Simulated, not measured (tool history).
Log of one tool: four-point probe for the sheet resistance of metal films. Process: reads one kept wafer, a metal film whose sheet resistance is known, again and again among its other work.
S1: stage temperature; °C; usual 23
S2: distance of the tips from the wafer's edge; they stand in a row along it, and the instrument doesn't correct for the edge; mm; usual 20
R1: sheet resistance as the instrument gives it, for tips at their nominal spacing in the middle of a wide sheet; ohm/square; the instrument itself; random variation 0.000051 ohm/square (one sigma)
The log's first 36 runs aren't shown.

run	day	S1	S2	R1
37	18.958	27	16	0.254605
38	19.442	18	5	0.258589
39	19.946	18	5	0.258669
40	20.417	18	5	0.258643
41	21.046	26	22	0.254225
42	21.425	23	22	0.253903
43	21.862	25	8	0.255841
44	22.512	35	23	0.254783

Forecast each of these 4 alternatives for the next run:
A	23.133	18	7	?
B	23.133	35	30	?
C	23.133	30	20	?
D	23.133	21	59	?

run	R1
A	0.255982
B	0.25481
C	0.254491
D	0.253523
Without the tool's hidden state the same runs would have given:
run	R1
A	0.257776
B	0.256598
C	0.256276
D	0.255302
